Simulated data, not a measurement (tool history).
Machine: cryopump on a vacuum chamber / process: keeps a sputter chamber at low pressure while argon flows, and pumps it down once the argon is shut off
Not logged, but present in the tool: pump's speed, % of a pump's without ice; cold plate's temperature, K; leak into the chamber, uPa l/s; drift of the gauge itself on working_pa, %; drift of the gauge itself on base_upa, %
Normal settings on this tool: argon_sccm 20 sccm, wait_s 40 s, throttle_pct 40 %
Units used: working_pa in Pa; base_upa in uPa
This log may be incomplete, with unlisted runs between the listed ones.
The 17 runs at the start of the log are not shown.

run	day	argon_sccm	wait_s	throttle_pct	hours of work since the pump was warmed up and emptied	hours of work since the cold head was overhauled	hours of work since the chamber's fittings were tightened	working_pa	base_upa
18	7.854	20	40	23	190	190	3515	0.073	3.17
19	8.258	22	59	23	197	197	3523	0.0796	2.75
20	8.521	22	59	23	202	202	3527	0.0803	2.86
21	9.079	22	126	23	212	212	3537	0.0796	2.4
22	9.662	19	83	15	222	222	3547	0.1046	2.58
23	10.238	10	161	43	232	232	3557	0.0198	2.34
24	10.592	21	161	28	238	238	3564	0.0641	2.24
25	11.117	15	38	43	248	248	3573	0.0299	3.33
26	11.396	15	30	51	253	253	3578	0.0254	3.6
# day 11.946: leaking fittings of the chamber tightened, without venting
27	11.992	20	40	15	262	262	1	0.1102	1.3
28	12.475	20	40	15	270	270	9	0.1102	1.32
29	12.942	29	116	40	278	278	18	0.0621	0.58
30	13.446	13	26	23	287	287	26	0.0478	1.98
31	13.829	13	26	23	294	294	33	0.0467	1.99
32	14.371	10	118	29	304	304	43	0.0297	0.58
33	14.779	10	118	29	311	311	50	0.0289	0.6
34	15.142	22	190	24	317	317	56	0.0763	0.48

Each row is a separate what-if for the run after 34, all from the same tool condition, not one after another. Results?
A	15.658	23	176	18	326	326	65	?	?
B	15.658	22	190	19	326	326	65	?	?
C	15.658	22	25	17	326	326	65	?	?
D	15.658	12	96	33	326	326	65	?	?

run	working_pa	base_upa
A	0.1071	0.43
B	0.0973	0.43
C	0.1079	2.12
D	0.0311	0.71
With no hidden state in the tool, these same runs would have given:
run	working_pa	base_upa
A	0.1048	0.38
B	0.0952	0.38
C	0.1057	2.06
D	0.0299	0.66
